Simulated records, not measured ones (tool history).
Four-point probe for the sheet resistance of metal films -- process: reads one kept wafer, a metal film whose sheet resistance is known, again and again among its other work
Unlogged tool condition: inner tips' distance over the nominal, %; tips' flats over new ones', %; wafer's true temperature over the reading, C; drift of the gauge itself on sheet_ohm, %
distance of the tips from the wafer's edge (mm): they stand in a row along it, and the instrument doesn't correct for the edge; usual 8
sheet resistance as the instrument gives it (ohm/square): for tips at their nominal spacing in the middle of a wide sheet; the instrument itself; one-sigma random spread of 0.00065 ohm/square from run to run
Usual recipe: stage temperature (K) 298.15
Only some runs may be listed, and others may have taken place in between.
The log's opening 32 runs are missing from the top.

run	hour	stage temperature (K)	distance of the tips from the wafer's edge (mm)	touches since the probe head was changed	hours of work since the stage's thermometer was calibrated	sheet resistance as the instrument gives it (ohm/square)
33	509.5	293.15	70	13833	28	3.235121
34	526.9	291.15	4	14206	38	3.405721
35	541.5	297.15	8	14520	45	3.271225
36	558.8	291.15	52	14891	54	3.239561
37	581.1	294.15	5	15371	66	3.341946
# hour 584.5: stage's thermometer calibrated, once more
38	592.7	296.15	5	15607	4	3.331663
39	612.7	299.15	5	16038	15	3.327397
40	622.4	299.15	5	16246	20	3.326655
41	642	305.15	8	16666	30	3.251836
42	657.8	301.15	8	17007	39	3.25856
43	677.6	293.15	17	17431	49	3.237383
44	698.4	303.15	44	17877	60	3.212725
45	717.7	296.15	29	18291	70	3.227463

Below are 4 alternative next runs, each starting from the tool's condition after run 45. Predict each:
A	735.2	298.15	5	18667	79	?
B	735.2	299.15	44	18667	79	?
C	735.2	296.15	14	18667	79	?
D	735.2	298.15	72	18667	79	?

run	sheet resistance as the instrument gives it (ohm/square)
A	3.328995
B	3.219545
C	3.237795
D	3.220469
Without the tool's hidden state the same runs would have given:
run	sheet resistance as the instrument gives it (ohm/square)
A	3.324106
B	3.214809
C	3.233025
D	3.21573

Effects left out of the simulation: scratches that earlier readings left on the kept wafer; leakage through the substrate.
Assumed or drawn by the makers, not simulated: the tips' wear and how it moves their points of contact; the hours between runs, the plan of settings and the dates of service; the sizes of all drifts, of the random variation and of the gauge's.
